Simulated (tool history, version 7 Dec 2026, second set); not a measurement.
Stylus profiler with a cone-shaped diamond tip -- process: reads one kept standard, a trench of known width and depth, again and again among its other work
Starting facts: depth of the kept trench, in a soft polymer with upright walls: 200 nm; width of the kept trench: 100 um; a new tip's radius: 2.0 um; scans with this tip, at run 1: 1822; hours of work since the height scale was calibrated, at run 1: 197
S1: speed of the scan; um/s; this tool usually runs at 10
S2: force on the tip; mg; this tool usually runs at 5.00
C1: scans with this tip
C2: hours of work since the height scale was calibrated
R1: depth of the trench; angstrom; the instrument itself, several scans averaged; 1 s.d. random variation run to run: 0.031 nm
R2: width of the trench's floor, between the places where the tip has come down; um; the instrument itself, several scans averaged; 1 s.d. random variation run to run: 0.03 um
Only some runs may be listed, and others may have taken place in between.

run     day  S1     S2     C1    C2      R1     R2
  1   0.000  10   5.00   1822   197  2057.3  98.18
  2   1.883  10   5.00   2139   232  2056.6  98.19
  3   2.929  10   5.00   2315   251  2057.1  98.13
  4   4.750  10   5.00   2621   284  2057.3  98.15
  5   6.804  10   5.00   2967   321  2057.6  98.13
  6   8.025  10   5.00   3173   344  2058.1  98.07
  7   9.912  10   5.00   3490   378  2057.3  98.11
  8  11.362  10   5.00   3734   404  2057.5  98.06
  9  13.071  10   5.00   4022   435  2058.0  98.07
 10  14.808  10   5.00   4314   467  2058.5  98.02
 11  17.054  10   5.33   4692   508  2060.5  98.06
 12  17.962  10   5.33   4845   525  2060.9  98.06
 13  19.038  10   5.33   5026   544  2060.2  98.03
 14  21.254  10   5.33   5399   585  2060.6  97.99
 15  23.271  10   5.00   5738   621  2058.0  97.99
 16  24.721  10   5.00   5982   648  2058.1  97.99
 17  25.721  10   5.00   6151   666  2057.7  97.99
 18  27.617  10   5.00   6470   701  2058.6  97.93
 19  29.575  10   5.00   6800   736  2058.1  97.93
 20  31.746  10   5.00   7165   776  2058.7  97.94
 21  33.562  11   5.00   7471   809  2058.9  97.96
 22  35.296  19   2.32   7762   841  2036.1  97.92
 23  37.488  29   8.83   8132   881  2085.5  97.87
 24  39.508   8   5.04   8472   917  2059.7  97.89
 25  40.546   8   5.04   8646   936  2059.4  97.89
 26  42.029   3  13.97   8896   963  2114.6  97.91
 27  43.658  13  12.01   9170   993  2104.3  97.87
 28  45.783   3   2.68   9528  1032  2039.9  97.89
     46.729  -- height scale calibrated on a step standard
 29  47.179   7  10.72   9760     8  2094.5  97.85
 30  48.467  16   1.75   9976    32  2029.3  97.80
 31  50.275  16   1.75  10281    65  2028.9  97.79
 32  52.408  30  13.57  10639   104  2110.9  97.78
 33  54.529  30  13.57  10997   142  2110.7  97.79
 34  55.975  39   8.71  11240   169  2082.7  97.76
 35  57.200  39   8.71  11446   191  2083.0  97.81
 36  59.038   3   1.96  11755   224  2031.7  97.75
 37  60.862   3   1.96  12062   258  2031.5  97.76
 38  62.412   3   1.96  12323   286  2032.0  97.71
 39  64.100   3   1.96  12607   317  2031.4  97.69
 40  66.288   3   1.96  12975   356  2032.5  97.74
 41  67.692  10  13.33  13212   382  2110.8  97.74

Selected run-to-run steps in R1, each split into two signed amounts: the part the tool would show with no hidden state at all (from settings, incoming material and random variation), and the remainder, which goes to the hidden state together with any gauge scatter not common to the measured and the hidden-state-free results:
Hidden state at play: radius of the tip, um; height scale over the true one, %; drift of the gauge itself on depth_nm, %; drift of the gauge itself on floor_um, %.
Run 9 -> 10: nothing adjusted, nothing logged. R1 +0.5 angstrom: hidden state +0.2, all else +0.3.
Run 13 -> 14: nothing adjusted, nothing logged. R1 +0.4 angstrom: hidden state +0.2, all else +0.2.
Run 28 -> 29: S1 3 -> 7, S2 2.68 -> 10.72, height scale calibrated on a step standard. R1 +54.6 angstrom: hidden state -2.0, all else +56.6.
Run 29 -> 30: S1 7 -> 16, S2 10.72 -> 1.75. R1 -65.2 angstrom: hidden state +0.0, all else -65.2.
Run 31 -> 32: S1 16 -> 30, S2 1.75 -> 13.57. R1 +82.0 angstrom: hidden state +0.2, all else +81.8.
Run 40 -> 41: S1 3 -> 10, S2 1.96 -> 13.33. R1 +78.3 angstrom: hidden state +0.2, all else +78.1.

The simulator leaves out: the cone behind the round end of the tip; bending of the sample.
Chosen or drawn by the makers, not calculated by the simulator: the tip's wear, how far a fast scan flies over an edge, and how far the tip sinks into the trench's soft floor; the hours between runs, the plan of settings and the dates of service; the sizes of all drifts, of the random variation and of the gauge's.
